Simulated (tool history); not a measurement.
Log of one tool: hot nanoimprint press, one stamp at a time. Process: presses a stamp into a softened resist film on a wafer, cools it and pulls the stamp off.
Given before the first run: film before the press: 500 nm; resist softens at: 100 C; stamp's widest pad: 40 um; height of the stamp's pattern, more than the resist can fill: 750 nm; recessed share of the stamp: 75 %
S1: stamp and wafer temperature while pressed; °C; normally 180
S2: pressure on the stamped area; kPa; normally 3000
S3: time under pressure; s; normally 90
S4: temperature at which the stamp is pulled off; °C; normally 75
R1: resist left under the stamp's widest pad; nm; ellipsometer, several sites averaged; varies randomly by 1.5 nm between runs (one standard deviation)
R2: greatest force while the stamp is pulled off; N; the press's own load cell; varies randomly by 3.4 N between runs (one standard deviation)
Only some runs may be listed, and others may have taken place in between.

{"run": 1, "hour": 0.0, "S1": 180, "S2": 3000, "S3": 90, "S4": 75, "R1": 240.3, "R2": 233}
{"run": 2, "hour": 6.3, "S1": 180, "S2": 3000, "S3": 90, "S4": 75, "R1": 240.4, "R2": 225}
{"run": 3, "hour": 11.6, "S1": 180, "S2": 3000, "S3": 90, "S4": 75, "R1": 243.7, "R2": 223}
{"run": 4, "hour": 22.1, "S1": 180, "S2": 3000, "S3": 90, "S4": 73, "R1": 242.1, "R2": 235}
{"run": 5, "hour": 31.5, "S1": 180, "S2": 3000, "S3": 90, "S4": 73, "R1": 239.8, "R2": 238}
{"run": 6, "hour": 40.8, "S1": 180, "S2": 3000, "S3": 90, "S4": 73, "R1": 241, "R2": 243}
{"run": 7, "hour": 46.6, "S1": 180, "S2": 3000, "S3": 90, "S4": 73, "R1": 235.2, "R2": 242}
{"run": 8, "hour": 55.8, "S1": 180, "S2": 2320, "S3": 90, "S4": 75, "R1": 276.2, "R2": 227}
{"run": 9, "hour": 60.6, "S1": 189, "S2": 3000, "S3": 96, "S4": 80, "R1": 171.2, "R2": 207}
{"run": 10, "hour": 65.7, "S1": 189, "S2": 3000, "S3": 96, "S4": 80, "R1": 170.3, "R2": 204}
{"run": 11, "hour": 72.1, "S1": 170, "S2": 3660, "S3": 96, "S4": 71, "R1": 304.1, "R2": 251}

3 ways to go on from here, each from the tool as it stands after run 11. What would each give?
{"run": "A", "hour": 76.5, "S1": 180, "S2": 4270, "S3": 82, "S4": 73, "R1": "?", "R2": "?"}
{"run": "B", "hour": 76.5, "S1": 180, "S2": 3000, "S3": 62, "S4": 78, "R1": "?", "R2": "?"}
{"run": "C", "hour": 76.5, "S1": 170, "S2": 3660, "S3": 151, "S4": 71, "R1": "?", "R2": "?"}

run=A R1=207.6 R2=236
run=B R1=271.9 R2=213
run=C R1=265.1 R2=252
Without the tool's unlogged condition, the same runs would have read:
run=A R1=208.1 R2=236
run=B R1=272.4 R2=213
run=C R1=265.7 R2=251
